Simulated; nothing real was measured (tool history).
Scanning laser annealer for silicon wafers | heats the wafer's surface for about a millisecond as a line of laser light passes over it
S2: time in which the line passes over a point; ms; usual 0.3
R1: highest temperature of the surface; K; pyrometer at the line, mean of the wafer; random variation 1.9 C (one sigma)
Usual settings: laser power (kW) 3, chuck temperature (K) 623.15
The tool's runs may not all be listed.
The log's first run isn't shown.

{"run": 2, "hour": 7.7, "laser power (kW)": 3, "S2": 0.3, "chuck temperature (K)": 623.15, "R1": 1347.15}
{"run": 3, "hour": 18.4, "laser power (kW)": 3, "S2": 0.3, "chuck temperature (K)": 614.15, "R1": 1336.15}
{"run": 4, "hour": 28.9, "laser power (kW)": 3.16, "S2": 0.3, "chuck temperature (K)": 623.15, "R1": 1397.15}
{"run": 5, "hour": 36.3, "laser power (kW)": 3.16, "S2": 0.3, "chuck temperature (K)": 623.15, "R1": 1399.15}
{"run": 6, "hour": 45.2, "laser power (kW)": 3.16, "S2": 0.3, "chuck temperature (K)": 623.15, "R1": 1396.15}
{"run": 7, "hour": 55.6, "laser power (kW)": 3.16, "S2": 0.3, "chuck temperature (K)": 623.15, "R1": 1395.15}
{"run": 8, "hour": 67.5, "laser power (kW)": 3, "S2": 0.3, "chuck temperature (K)": 588.15, "R1": 1307.15}
{"run": 9, "hour": 74.4, "laser power (kW)": 3, "S2": 0.3, "chuck temperature (K)": 623.15, "R1": 1343.15}
{"run": 10, "hour": 86.1, "laser power (kW)": 3, "S2": 0.3, "chuck temperature (K)": 623.15, "R1": 1341.15}
{"run": 11, "hour": 92.2, "laser power (kW)": 3, "S2": 0.3, "chuck temperature (K)": 623.15, "R1": 1340.15}
{"run": 12, "hour": 100.5, "laser power (kW)": 3, "S2": 0.35, "chuck temperature (K)": 623.15, "R1": 1397.15}
{"run": 13, "hour": 109.3, "laser power (kW)": 3, "S2": 0.35, "chuck temperature (K)": 623.15, "R1": 1397.15}
{"run": 14, "hour": 120.0, "laser power (kW)": 3, "S2": 0.35, "chuck temperature (K)": 623.15, "R1": 1400.15}
{"run": 15, "hour": 126.8, "laser power (kW)": 3, "S2": 0.35, "chuck temperature (K)": 623.15, "R1": 1394.15}
{"run": 16, "hour": 139.6, "laser power (kW)": 3, "S2": 0.35, "chuck temperature (K)": 623.15, "R1": 1396.15}
{"run": 17, "hour": 150.9, "laser power (kW)": 3, "S2": 0.35, "chuck temperature (K)": 623.15, "R1": 1396.15}
{"run": 18, "hour": 160.1, "laser power (kW)": 3, "S2": 0.35, "chuck temperature (K)": 623.15, "R1": 1398.15}
{"run": 19, "hour": 170.7, "laser power (kW)": 3, "S2": 0.35, "chuck temperature (K)": 623.15, "R1": 1394.15}
{"run": 20, "hour": 178.4, "laser power (kW)": 2.805, "S2": 0.3, "chuck temperature (K)": 623.15, "R1": 1274.15}
{"run": 21, "hour": 186.2, "laser power (kW)": 2.827, "S2": 0.352, "chuck temperature (K)": 590.15, "R1": 1304.15}
{"run": 22, "hour": 195.3, "laser power (kW)": 3, "S2": 0.229, "chuck temperature (K)": 635.15, "R1": 1254.15}
{"run": 23, "hour": 206.1, "laser power (kW)": 3, "S2": 0.296, "chuck temperature (K)": 597.15, "R1": 1302.15}
{"run": 24, "hour": 214.2, "laser power (kW)": 2.76, "S2": 0.354, "chuck temperature (K)": 605.15, "R1": 1296.15}
{"run": 25, "hour": 222.1, "laser power (kW)": 2.76, "S2": 0.354, "chuck temperature (K)": 605.15, "R1": 1299.15}

The next listed run, before its measurement:
{"run": 26, "hour": 232.2, "laser power (kW)": 2.66, "S2": 0.223, "chuck temperature (K)": 613.15, "R1": "?"}

Run 26 gave R1 1132.15 K.
Without the tool's hidden state the same run would have given R1 1160.15 K.
